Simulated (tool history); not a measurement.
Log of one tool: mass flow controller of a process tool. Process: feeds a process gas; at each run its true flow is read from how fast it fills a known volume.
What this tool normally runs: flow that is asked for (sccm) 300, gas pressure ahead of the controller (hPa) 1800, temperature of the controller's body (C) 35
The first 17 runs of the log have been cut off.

| run | hour | flow that is asked for (sccm) | gas pressure ahead of the controller (hPa) | temperature of the controller's body (C) | true flow (%) |
|---|---|---|---|---|---|
| 18 | 5878 | 300 | 2760 | 35 | 98.7 |
| 19 | 6258.8 | 300 | 1800 | 35 | 98.54 |
| 20 | 6530.9 | 337 | 1800 | 35 | 98.43 |
| 21 | 6912.5 | 337 | 1800 | 35 | 98.59 |
| 22 | 7233.7 | 337 | 1800 | 35 | 98.72 |
| 23 | 7449.8 | 148 | 1800 | 23 | 101.08 |
| 24 | 7723.4 | 349 | 1650 | 22 | 99.05 |
| 25 | 8067.4 | 215 | 1550 | 22 | 100.07 |
| 26 | 8453.6 | 778 | 2120 | 23 | 98.93 |

Predict the results of run 27:
| 27 | 8767.1 | 551 | 1800 | 28 | ? |

true flow (%): 98.65
Without the tool's hidden state the same run would have given true flow (%) 98.85.
